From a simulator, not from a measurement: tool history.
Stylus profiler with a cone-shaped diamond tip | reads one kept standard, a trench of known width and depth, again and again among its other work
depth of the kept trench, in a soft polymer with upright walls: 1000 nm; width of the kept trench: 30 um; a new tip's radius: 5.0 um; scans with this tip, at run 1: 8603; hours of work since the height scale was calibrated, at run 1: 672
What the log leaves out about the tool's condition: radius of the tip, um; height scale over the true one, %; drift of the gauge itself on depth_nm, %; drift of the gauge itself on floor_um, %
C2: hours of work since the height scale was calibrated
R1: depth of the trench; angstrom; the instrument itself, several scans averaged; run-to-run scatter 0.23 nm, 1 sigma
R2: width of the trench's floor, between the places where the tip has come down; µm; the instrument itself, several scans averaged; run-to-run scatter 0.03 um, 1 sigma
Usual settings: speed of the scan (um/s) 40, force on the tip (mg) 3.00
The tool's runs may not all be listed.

run 1 hour=0.0 | speed_of_the_scan_(um/s)=40 force_on_the_tip_(mg)=3.00 | scans_with_this_tip=8603 C2=672 | R1=10110.6 R2=21.74
run 2 hour=37.6 | speed_of_the_scan_(um/s)=126 force_on_the_tip_(mg)=3.00 | scans_with_this_tip=8934 C2=698 | R1=10107.9 R2=21.49
run 3 hour=60.8 | speed_of_the_scan_(um/s)=126 force_on_the_tip_(mg)=3.00 | scans_with_this_tip=9140 C2=714 | R1=10107.3 R2=21.53
run 4 hour=103.2 | speed_of_the_scan_(um/s)=126 force_on_the_tip_(mg)=3.00 | scans_with_this_tip=9514 C2=743 | R1=10110.8 R2=21.38
-- hour=128.1 new tip fitted, height scale calibrated
run 5 hour=131.1 | speed_of_the_scan_(um/s)=126 force_on_the_tip_(mg)=3.00 | scans_with_this_tip=26 C2=2 | R1=10126.3 R2=23.79
run 6 hour=149.6 | speed_of_the_scan_(um/s)=126 force_on_the_tip_(mg)=3.00 | scans_with_this_tip=189 C2=15 | R1=10136.3 R2=23.71
run 7 hour=172.6 | speed_of_the_scan_(um/s)=126 force_on_the_tip_(mg)=3.00 | scans_with_this_tip=393 C2=31 | R1=10127.8 R2=23.65
run 8 hour=208.3 | speed_of_the_scan_(um/s)=126 force_on_the_tip_(mg)=3.00 | scans_with_this_tip=708 C2=55 | R1=10131.5 R2=23.54
run 9 hour=240.4 | speed_of_the_scan_(um/s)=126 force_on_the_tip_(mg)=3.00 | scans_with_this_tip=991 C2=77 | R1=10131.1 R2=23.44
run 10 hour=274.5 | speed_of_the_scan_(um/s)=126 force_on_the_tip_(mg)=3.00 | scans_with_this_tip=1293 C2=101 | R1=10129.8 R2=23.43
run 11 hour=300.5 | speed_of_the_scan_(um/s)=40 force_on_the_tip_(mg)=3.00 | scans_with_this_tip=1522 C2=119 | R1=10128.5 R2=23.51
run 12 hour=331.9 | speed_of_the_scan_(um/s)=40 force_on_the_tip_(mg)=3.00 | scans_with_this_tip=1800 C2=141 | R1=10131.3 R2=23.48
run 13 hour=366.6 | speed_of_the_scan_(um/s)=40 force_on_the_tip_(mg)=3.00 | scans_with_this_tip=2106 C2=165 | R1=10124.5 R2=23.29
run 14 hour=387.0 | speed_of_the_scan_(um/s)=40 force_on_the_tip_(mg)=5.51 | scans_with_this_tip=2286 C2=179 | R1=10197.1 R2=23.28
run 15 hour=421.6 | speed_of_the_scan_(um/s)=40 force_on_the_tip_(mg)=5.51 | scans_with_this_tip=2591 C2=202 | R1=10191.9 R2=23.16
run 16 hour=461.5 | speed_of_the_scan_(um/s)=40 force_on_the_tip_(mg)=4.16 | scans_with_this_tip=2944 C2=230 | R1=10157.1 R2=23.08
run 17 hour=480.2 | speed_of_the_scan_(um/s)=40 force_on_the_tip_(mg)=4.16 | scans_with_this_tip=3110 C2=243 | R1=10154.9 R2=23.04
run 18 hour=515.6 | speed_of_the_scan_(um/s)=119 force_on_the_tip_(mg)=3.00 | scans_with_this_tip=3422 C2=267 | R1=10123.6 R2=22.79
run 19 hour=544.5 | speed_of_the_scan_(um/s)=40 force_on_the_tip_(mg)=3.00 | scans_with_this_tip=3677 C2=287 | R1=10123.9 R2=22.90
run 20 hour=588.8 | speed_of_the_scan_(um/s)=11 force_on_the_tip_(mg)=3.00 | scans_with_this_tip=4069 C2=318 | R1=10124.2 R2=22.85
run 21 hour=615.1 | speed_of_the_scan_(um/s)=11 force_on_the_tip_(mg)=3.00 | scans_with_this_tip=4301 C2=336 | R1=10121.1 R2=22.75
run 22 hour=635.8 | speed_of_the_scan_(um/s)=11 force_on_the_tip_(mg)=3.00 | scans_with_this_tip=4484 C2=350 | R1=10118.6 R2=22.81
run 23 hour=662.2 | speed_of_the_scan_(um/s)=40 force_on_the_tip_(mg)=3.00 | scans_with_this_tip=4717 C2=369 | R1=10120.4 R2=22.59
run 24 hour=696.3 | speed_of_the_scan_(um/s)=40 force_on_the_tip_(mg)=3.00 | scans_with_this_tip=5018 C2=392 | R1=10121.6 R2=22.51
run 25 hour=727.4 | speed_of_the_scan_(um/s)=21 force_on_the_tip_(mg)=3.52 | scans_with_this_tip=5293 C2=414 | R1=10131.5 R2=22.56
run 26 hour=757.6 | speed_of_the_scan_(um/s)=21 force_on_the_tip_(mg)=3.52 | scans_with_this_tip=5560 C2=434 | R1=10132.3 R2=22.53
run 27 hour=776.9 | speed_of_the_scan_(um/s)=17 force_on_the_tip_(mg)=3.00 | scans_with_this_tip=5730 C2=448 | R1=10113.7 R2=22.47
run 28 hour=811.5 | speed_of_the_scan_(um/s)=16 force_on_the_tip_(mg)=2.18 | scans_with_this_tip=6036 C2=472 | R1=10088.0 R2=22.41
run 29 hour=835.2 | speed_of_the_scan_(um/s)=16 force_on_the_tip_(mg)=2.18 | scans_with_this_tip=6245 C2=488 | R1=10085.9 R2=22.29
run 30 hour=857.3 | speed_of_the_scan_(um/s)=16 force_on_the_tip_(mg)=5.36 | scans_with_this_tip=6440 C2=503 | R1=10178.1 R2=22.29
run 31 hour=889.2 | speed_of_the_scan_(um/s)=16 force_on_the_tip_(mg)=5.36 | scans_with_this_tip=6722 C2=525 | R1=10175.4 R2=22.25
run 32 hour=932.7 | speed_of_the_scan_(um/s)=21 force_on_the_tip_(mg)=2.93 | scans_with_this_tip=7106 C2=555 | R1=10112.2 R2=22.15
run 33 hour=956.2 | speed_of_the_scan_(um/s)=27 force_on_the_tip_(mg)=2.31 | scans_with_this_tip=7314 C2=571 | R1=10087.8 R2=22.04
run 34 hour=992.7 | speed_of_the_scan_(um/s)=14 force_on_the_tip_(mg)=3.85 | scans_with_this_tip=7636 C2=597 | R1=10136.8 R2=21.98
run 35 hour=1028.2 | speed_of_the_scan_(um/s)=154 force_on_the_tip_(mg)=1.48 | scans_with_this_tip=7949 C2=621 | R1=10063.7 R2=21.53
run 36 hour=1058.8 | speed_of_the_scan_(um/s)=102 force_on_the_tip_(mg)=8.45 | scans_with_this_tip=8220 C2=642 | R1=10238.0 R2=21.77
run 37 hour=1092.2 | speed_of_the_scan_(um/s)=12 force_on_the_tip_(mg)=4.39 | scans_with_this_tip=8514 C2=665 | R1=10144.4 R2=21.79
run 38 hour=1128.5 | speed_of_the_scan_(um/s)=28 force_on_the_tip_(mg)=4.48 | scans_with_this_tip=8835 C2=690 | R1=10148.1 R2=21.75
run 39 hour=1152.0 | speed_of_the_scan_(um/s)=49 force_on_the_tip_(mg)=2.49 | scans_with_this_tip=9043 C2=707 | R1=10088.2 R2=21.59
run 40 hour=1194.8 | speed_of_the_scan_(um/s)=34 force_on_the_tip_(mg)=2.53 | scans_with_this_tip=9421 C2=736 | R1=10088.2 R2=21.54
run 41 hour=1215.1 | speed_of_the_scan_(um/s)=17 force_on_the_tip_(mg)=2.20 | scans_with_this_tip=9600 C2=750 | R1=10080.7 R2=21.55
-- hour=1227.0 new tip fitted, height scale calibrated
run 42 hour=1253.6 | speed_of_the_scan_(um/s)=17 force_on_the_tip_(mg)=2.20 | scans_with_this_tip=234 C2=18 | R1=10101.8 R2=23.85
run 43 hour=1297.0 | speed_of_the_scan_(um/s)=10 force_on_the_tip_(mg)=2.83 | scans_with_this_tip=618 C2=48 | R1=10126.1 R2=23.73
run 44 hour=1330.0 | speed_of_the_scan_(um/s)=147 force_on_the_tip_(mg)=1.31 | scans_with_this_tip=909 C2=71 | R1=10067.2 R2=23.20
run 45 hour=1360.0 | speed_of_the_scan_(um/s)=147 force_on_the_tip_(mg)=1.31 | scans_with_this_tip=1175 C2=92 | R1=10065.7 R2=23.12

Table of differences, measured result less the result of that run with no hidden state. Run-to-run variation is the same in both. Gauge scatter possibly is not:
run=1 R1=-21.3 R2=-2.15
run=2 R1=-22.2 R2=-2.22
run=3 R1=-22.9 R2=-2.27
run=4 R1=-24.0 R2=-2.35
run=5 R1=-0.5 R2=+0.03
run=6 R1=-1.0 R2=-0.03
run=7 R1=-1.6 R2=-0.09
run=8 R1=-2.5 R2=-0.19
run=9 R1=-3.3 R2=-0.27
run=10 R1=-4.2 R2=-0.37
run=11 R1=-4.9 R2=-0.43
run=12 R1=-5.7 R2=-0.50
run=13 R1=-6.6 R2=-0.60
run=14 R1=-7.1 R2=-0.64
run=15 R1=-8.2 R2=-0.73
run=16 R1=-9.2 R2=-0.83
run=17 R1=-9.7 R2=-0.87
run=18 R1=-10.6 R2=-0.94
run=19 R1=-11.3 R2=-1.01
run=20 R1=-12.5 R2=-1.10
run=21 R1=-13.2 R2=-1.17
run=22 R1=-13.7 R2=-1.20
run=23 R1=-14.3 R2=-1.27
run=24 R1=-15.3 R2=-1.35
run=25 R1=-16.0 R2=-1.41
run=26 R1=-16.7 R2=-1.49
run=27 R1=-17.3 R2=-1.52
run=28 R1=-18.0 R2=-1.60
run=29 R1=-18.6 R2=-1.64
run=30 R1=-19.4 R2=-1.69
run=31 R1=-20.2 R2=-1.75
run=32 R1=-21.1 R2=-1.85
run=33 R1=-21.6 R2=-1.89
run=34 R1=-22.7 R2=-1.97
run=35 R1=-23.5 R2=-2.04
run=36 R1=-24.8 R2=-2.10
run=37 R1=-25.5 R2=-2.16
run=38 R1=-26.5 R2=-2.23
run=39 R1=-26.9 R2=-2.28
run=40 R1=-28.0 R2=-2.36
run=41 R1=-28.6 R2=-2.40
run=42 R1=-4.9 R2=-0.11
run=43 R1=-6.0 R2=-0.23
run=44 R1=-6.8 R2=-0.32
run=45 R1=-7.6 R2=-0.40

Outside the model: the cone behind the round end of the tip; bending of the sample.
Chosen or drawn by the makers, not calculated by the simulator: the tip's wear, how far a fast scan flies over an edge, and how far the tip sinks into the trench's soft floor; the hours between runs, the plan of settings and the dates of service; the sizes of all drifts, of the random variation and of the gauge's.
